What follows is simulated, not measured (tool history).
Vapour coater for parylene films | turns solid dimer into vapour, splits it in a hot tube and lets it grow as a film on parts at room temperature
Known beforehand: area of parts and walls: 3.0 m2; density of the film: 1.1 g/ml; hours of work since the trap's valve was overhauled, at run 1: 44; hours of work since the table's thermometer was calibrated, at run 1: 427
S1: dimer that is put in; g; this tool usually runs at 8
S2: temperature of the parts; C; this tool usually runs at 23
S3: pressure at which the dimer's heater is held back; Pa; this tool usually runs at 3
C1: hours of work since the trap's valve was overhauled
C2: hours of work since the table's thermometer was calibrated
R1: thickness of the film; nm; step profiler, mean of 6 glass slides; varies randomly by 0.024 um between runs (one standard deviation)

run      day  S1  S2     S3   C1    C2    R1
  1        0   8  23      3   44   427  1620
  2    2.992   8  23      3   83   467  1560
  3    6.408   8  23      3  128   512  1530
  4    8.608   8  23   5.71  158   541  1300
  5    10.65   8  23   5.71  185   568  1290
  6   13.433   8  18      3  221   605  1690
  7   15.429   8  18      3  248   631  1680
  8   16.867   8  30      3  267   651  1170
  9   18.467   8  30      3  288   672  1140
      19.829  -- trap's valve overhauled
 10   20.554   8  30      3   10   697  1320
 11   23.117   8  23      3   43   731  1540
 12   26.208   4  23      3   84   772   780
 13   28.396   4  23      3  113   801   780
 14   30.538   4  23      3  142   829   770
 15    32.15   6  23      3  163   851  1140
 16    34.55   6  23      3  195   883  1070
 17   37.025   6  23      3  228   915  1070
 18   40.104   8  28      3  268   956  1220
      42.958  -- trap's valve overhauled
 19   43.125   8  23    2.2    2   994  1750
 20   44.871   8  23      3   25  1017  1580
 21   48.154   8  23      3   69  1060  1540
 22   49.983   8  23      3   93  1085  1550
 23   52.988   8  17      3  133  1124  1820
 24    56.05   8  17      3  173  1165  1810
      58.617  -- table's thermometer calibrated
 25    58.75   8  17      3  209     2  1770
 26   62.088   4  17   7.71  253    46   730
 27   65.492   5  28      3  298    91   750
      65.992  -- trap's valve overhauled
 28   68.458   5  28      3   33   128   910
      71.029  -- table's thermometer calibrated, once more
 29   71.308   5  21      3   70     4  1010
 30   72.908   5  21      3   91    25  1050
 31   75.829  11  23   3.88  130    64  2020
 32   77.988   4  22      3  158    92   770
 33   81.129   8  23   3.71  200   134  1380
 34   83.821   8  26   2.67  236   169  1380
 35   85.325   8  26   2.67  255   189  1350
 36   87.667   8  26   2.67  286   220  1310
        89.2  -- trap's valve overhauled
 37   91.196   4  23   2.19   26   265   880
 38   94.425   4  27   9.81   69   308   530
 39   97.742   4  27   9.81  113   352   510
 40   99.767  10  20   5.89  140   378  1760
 41  102.442  10  20   5.89  175   414  1760
 42  105.246  13  16  10.45  212   451  2240
 43  108.158   8  23    3.9  251   489  1360
 44  109.879   7  16   2.36  274   512  1630
     112.312  -- trap's valve overhauled
 45  112.754   8  28   8.48    6   548  1130
 46    115.3  11  17   10.4   40   582  2010
 47  117.929  11  17   10.4   74   617  1950
 48  119.904   3  23   2.06  101   643   630

Alternative continuations, all from the tool just after run 48; predict every row:
  A  123.142   6  20     3  143  686   ?
  B  123.142   5  26  6.08  143  686   ?
  C  123.142   4  16  4.15  143  686   ?

run    R1
  A  1220
  B   710
  C   860
What these runs would have given with no unlogged condition in the tool:
run    R1
  A  1280
  B   750
  C   900

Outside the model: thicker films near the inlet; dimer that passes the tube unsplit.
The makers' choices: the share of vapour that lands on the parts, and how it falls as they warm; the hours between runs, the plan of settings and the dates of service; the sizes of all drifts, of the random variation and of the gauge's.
